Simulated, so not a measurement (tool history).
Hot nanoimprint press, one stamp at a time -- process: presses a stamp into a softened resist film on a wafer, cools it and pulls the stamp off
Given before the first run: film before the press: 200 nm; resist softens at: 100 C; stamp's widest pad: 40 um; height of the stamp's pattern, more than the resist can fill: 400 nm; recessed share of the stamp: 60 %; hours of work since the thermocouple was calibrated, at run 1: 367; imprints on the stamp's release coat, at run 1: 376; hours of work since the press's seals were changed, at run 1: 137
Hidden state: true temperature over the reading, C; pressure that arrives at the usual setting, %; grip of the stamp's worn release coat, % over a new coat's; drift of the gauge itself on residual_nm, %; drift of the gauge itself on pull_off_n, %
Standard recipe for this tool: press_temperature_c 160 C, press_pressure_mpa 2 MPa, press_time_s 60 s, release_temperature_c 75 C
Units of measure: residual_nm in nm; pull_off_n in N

| run | day | press_temperature_c | press_pressure_mpa | press_time_s | release_temperature_c | hours of work since the thermocouple was calibrated | imprints on the stamp's release coat | hours of work since the press's seals were changed | residual_nm | pull_off_n |
|---|---|---|---|---|---|---|---|---|---|---|
| 1 | 0 | 160 | 2 | 60 | 75 | 367 | 376 | 137 | 121.8 | 260 |
| 2 | 0.371 | 160 | 2 | 60 | 75 | 371 | 401 | 140 | 118.7 | 265 |
| 3 | 0.821 | 160 | 2 | 60 | 75 | 375 | 433 | 145 | 120.4 | 258 |
| 4 | 1.071 | 160 | 2 | 60 | 72 | 378 | 450 | 147 | 121.7 | 277 |
| 5 | 1.471 | 160 | 2 | 37 | 75 | 382 | 478 | 151 | 138.2 | 262 |
| 6 | 1.762 | 160 | 2 | 37 | 75 | 385 | 499 | 154 | 138.3 | 270 |
| 7 | 2.117 | 160 | 2 | 60 | 77 | 388 | 523 | 158 | 122.4 | 250 |
| 8 | 2.338 | 150 | 2 | 60 | 75 | 391 | 539 | 160 | 159.8 | 270 |
| 9 | 2.592 | 150 | 2 | 60 | 75 | 393 | 556 | 162 | 156.4 | 269 |
| 10 | 2.904 | 160 | 2 | 60 | 68 | 396 | 578 | 166 | 122.2 | 313 |
| 11 | 3.288 | 170 | 1.59 | 102 | 68 | 400 | 605 | 169 | 83.1 | 315 |
|  | 3.45 | plate thermocouple calibrated |
| 12 | 3.692 | 170 | 1.59 | 102 | 68 | 2 | 624 | 172 | 83 | 310 |
| 13 | 3.883 | 155 | 2 | 60 | 75 | 4 | 638 | 174 | 138.7 | 268 |
| 14 | 4.188 | 160 | 2 | 60 | 75 | 7 | 659 | 177 | 121.9 | 287 |
| 15 | 4.592 | 160 | 2 | 60 | 75 | 11 | 687 | 181 | 121.4 | 279 |
| 16 | 5.008 | 160 | 2 | 60 | 75 | 15 | 717 | 185 | 122.6 | 284 |
| 17 | 5.475 | 160 | 2 | 60 | 75 | 20 | 749 | 190 | 124 | 278 |
|  | 5.771 | plate thermocouple calibrated, once more |
| 18 | 5.804 | 160 | 2.11 | 60 | 69 | 0 | 763 | 192 | 114.9 | 311 |
| 19 | 6.104 | 160 | 2 | 60 | 73 | 3 | 784 | 195 | 116.4 | 282 |

Predict each of these 5 candidate next runs independently; none follows another, all start after run 19:
| A | 6.567 | 161 | 2 | 60 | 73 | 8 | 817 | 199 | ? | ? |
| B | 6.567 | 160 | 1.53 | 60 | 80 | 8 | 817 | 199 | ? | ? |
| C | 6.567 | 152 | 2 | 51 | 71 | 8 | 817 | 199 | ? | ? |
| D | 6.567 | 168 | 2 | 60 | 73 | 8 | 817 | 199 | ? | ? |
| E | 6.567 | 160 | 1.87 | 60 | 82 | 8 | 817 | 199 | ? | ? |

| run | residual_nm | pull_off_n |
|---|---|---|
| A | 112.6 | 291 |
| B | 130.5 | 244 |
| C | 152.7 | 298 |
| D | 91.7 | 292 |
| E | 120.2 | 232 |
What these runs would have given with no unlogged condition in the tool:
| run | residual_nm | pull_off_n |
|---|---|---|
| A | 111.8 | 252 |
| B | 129.8 | 211 |
| C | 151.9 | 258 |
| D | 91 | 252 |
| E | 119.4 | 200 |
